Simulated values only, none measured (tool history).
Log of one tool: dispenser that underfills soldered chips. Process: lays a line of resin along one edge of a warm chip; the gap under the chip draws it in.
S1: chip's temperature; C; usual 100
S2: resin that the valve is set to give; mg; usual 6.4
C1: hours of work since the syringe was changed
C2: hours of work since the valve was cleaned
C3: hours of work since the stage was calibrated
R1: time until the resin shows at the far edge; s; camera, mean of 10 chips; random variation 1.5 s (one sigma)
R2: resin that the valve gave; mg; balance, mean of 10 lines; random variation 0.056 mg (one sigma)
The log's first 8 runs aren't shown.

run	hour	S1	S2	C1	C2	C3	R1	R2
# hour 71.6: new syringe of resin
9	76.8	112	6.4	4	22	374	120.8	6.3
# hour 87.4: new syringe of resin
10	87.6	112	6.4	0	30	382	94.8	6.15
11	95.3	100	6.4	6	35	387	200.4	6.18
# hour 103.3: new syringe of resin
12	107.6	100	6.4	3	44	396	165.8	6.21
# hour 118.7: new syringe of resin
13	120.2	100	6.4	1	53	405	149.1	6.07
14	126.5	93	6.4	6	57	409	255	6.07
# hour 134.2: new syringe of resin
15	139.8	100	6.4	4	66	418	180.3	6.01
# hour 143.5: dispensing valve cleaned and set on the balance
# hour 150.9: new syringe of resin
16	151.9	100	6.4	1	6	426	143.5	6.34
17	164.9	100	6.4	10	15	435	261.9	6.17
# hour 167.1: new syringe of resin
18	170.7	99	8.03	3	19	439	163.9	8
19	176.7	99	8.03	7	23	444	216.5	7.94
# hour 183: new syringe of resin
20	186	107	6.4	2	30	450	123.9	6.26
21	193	97	7.17	7	35	455	238.4	7
# hour 199.2: new syringe of resin
22	205.4	97	7.17	4	43	464	197.4	6.9
23	212.4	86	7.67	9	48	469	411.4	7.43
# hour 215.3: new syringe of resin
24	218.4	86	7.67	2	52	473	260.7	7.33
25	225.9	86	7.67	8	58	478	367.1	7.33
# hour 230.6: new syringe of resin
26	236.3	106	6.26	4	65	485	144.6	5.94
# hour 242.8: dispensing valve cleaned and set on the balance
# hour 247.8: new syringe of resin
27	248.4	97	7.49	0	4	493	154.6	7.47
28	254.2	97	7.49	5	8	497	199.4	7.44
29	261	92	7.11	9	13	502	325.2	7
# hour 263.2: new syringe of resin
30	268.1	111	6.75	4	18	507	116.9	6.68

Run 31 comes next. What will it give?
31	277.5	111	6.75	10	24	514	?	?

Run 31 gave R1 178.6 s, R2 6.72 mg.
Without the tool's hidden state the same run would have given R1 101.1 s, R2 6.87 mg.
